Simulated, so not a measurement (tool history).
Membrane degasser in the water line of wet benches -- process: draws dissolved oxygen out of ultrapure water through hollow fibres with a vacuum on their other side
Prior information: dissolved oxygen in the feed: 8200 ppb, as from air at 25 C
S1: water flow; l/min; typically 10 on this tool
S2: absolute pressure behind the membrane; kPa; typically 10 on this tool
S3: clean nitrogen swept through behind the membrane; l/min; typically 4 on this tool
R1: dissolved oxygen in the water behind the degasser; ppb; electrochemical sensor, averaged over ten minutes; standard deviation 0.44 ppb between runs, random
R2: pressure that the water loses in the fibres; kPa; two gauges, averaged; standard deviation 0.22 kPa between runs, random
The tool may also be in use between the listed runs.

run	hour	S1	S2	S3	R1	R2
1	0	10	10	4	55.8	56.56
2	148.6	10	10	4	56.3	56.93
3	301.4	10	8.4	4	46	57.12
4	413.7	10	10	7.39	37.2	56.96
5	571.3	6	10	4	27.9	34.7
6	723.7	10	10	4	57	56.83
7	826.2	10	10	4	55.8	56.99
8	981.5	10	10	4	55.9	56.98
9	1114.6	10	10	4	57.5	57.12
# hour 1122.1: vacuum gauge calibrated
10	1222.1	10	10.8	7.78	39.1	57.24

Run 11 comes next. What will it give?
11	1344.1	10	10.8	7.78	?	?

For run 11 the tool returned R1 39.1 ppb, R2 56.9 kPa.
On a tool with no hidden condition, and with the same random variation, this run would have come out at R1 37.3 ppb, R2 56.01 kPa.
